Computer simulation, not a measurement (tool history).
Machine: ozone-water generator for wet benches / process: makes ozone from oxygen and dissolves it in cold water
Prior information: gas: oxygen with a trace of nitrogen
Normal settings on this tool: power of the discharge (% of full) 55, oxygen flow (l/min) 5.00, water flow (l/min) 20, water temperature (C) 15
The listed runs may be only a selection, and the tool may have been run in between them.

run     day  power of the discharge (% of full)  oxygen flow (l/min)  water flow (l/min)  water temperature (C)  dissolved ozone (ppm)  ozone in the gas ahead of the water (g/m3)
  1   0.000                                  55                 5.00                  20                     15                   13.2                                       153.3
  2   1.175                                  55                 5.00                  20                     13                   13.6                                       154.2
  3   2.392                                  74                 5.00                  20                     13                   16.7                                       183.2
  4   3.500                                  55                 5.00                  20                     15                   13.3                                       153.0
  5   5.888                                  55                 5.00                  20                     15                   13.4                                       153.7
  6   7.350                                  55                 5.00                  20                     15                   13.6                                       152.3
  7   8.667                                  55                 5.00                  23                     15                   12.1                                       153.1
  8   9.942                                  55                 5.00                  23                     15                   11.8                                       152.7
  9  12.467                                  55                 5.00                  23                     15                   11.8                                       152.1
 10  14.192                                  55                 5.00                  20                     15                   13.5                                       151.9
 11  15.925                                  55                 5.00                  20                     15                   13.4                                       150.7
 12  17.283                                  55                 5.00                  20                     15                   13.6                                       150.7
 13  18.975                                  55                 5.00                  20                     15                   13.1                                       152.1
 14  20.250                                  55                 5.00                  22                     15                   12.2                                       152.3
 15  21.488                                  95                 8.57                  20                     15                   19.4                                       168.5
 16  23.183                                  55                 3.01                  15                     15                   15.7                                       187.8
     23.383  -- water thermometer calibrated
 17  25.242                                  89                 5.00                  20                     15                   17.7                                       203.7
     27.312  -- water thermometer calibrated, once more
 18  27.504                                  65                 5.00                  13                     23                   17.8                                       167.2
 19  28.746                                  65                 5.00                  13                     23                   17.7                                       168.1
 20  30.217                                  65                 5.00                  13                     23                   17.8                                       168.1
 21  32.192                                  65                 5.00                  13                     12                   21.4                                       166.5
 22  34.296                                  47                 6.42                  13                     12                   17.8                                       121.9
 23  36.742                                  47                 6.42                  13                     12                   17.4                                       121.2
 24  39.146                                  47                 6.42                  14                     12                   16.5                                       120.7
 25  41.112                                  55                 5.00                  16                     10                   16.9                                       149.3
 26  43.488                                  55                 5.00                  16                     10                   16.7                                       149.2
 27  44.567                                  92                 2.76                  21                     12                   15.5                                       264.0
 28  45.754                                  84                 5.00                  20                     20                   15.7                                       195.2

The logged runs with the hidden state left out (each run's random variation unchanged):
Hidden state at play: yield of the discharge, % of new electrodes'; contactor's efficiency, % of a clean one's; true water temperature over the reading, C; drift of the gauge itself on ozone_ppm, %; drift of the gauge itself on gas_g_m3, %.
run  dissolved ozone (ppm)  ozone in the gas ahead of the water (g/m3)
  1                   14.2                                       159.8
  2                   14.7                                       160.9
  3                   18.2                                       193.4
  4                   14.4                                       160.0
  5                   14.5                                       160.9
  6                   14.8                                       159.7
  7                   13.2                                       160.6
  8                   12.9                                       160.3
  9                   12.9                                       160.0
 10                   14.8                                       160.0
 11                   14.7                                       159.0
 12                   14.8                                       159.1
 13                   14.4                                       160.7
 14                   13.4                                       161.0
 15                   21.9                                       182.6
 16                   17.2                                       198.9
 17                   19.9                                       221.0
 18                   19.7                                       179.0
 19                   19.6                                       180.2
 20                   19.8                                       180.4
 21                   23.8                                       178.9
 22                   19.5                                       129.1
 23                   19.1                                       128.6
 24                   18.2                                       128.3
 25                   18.8                                       160.1
 26                   18.7                                       160.3
 27                   17.8                                       292.0
 28                   18.0                                       214.9

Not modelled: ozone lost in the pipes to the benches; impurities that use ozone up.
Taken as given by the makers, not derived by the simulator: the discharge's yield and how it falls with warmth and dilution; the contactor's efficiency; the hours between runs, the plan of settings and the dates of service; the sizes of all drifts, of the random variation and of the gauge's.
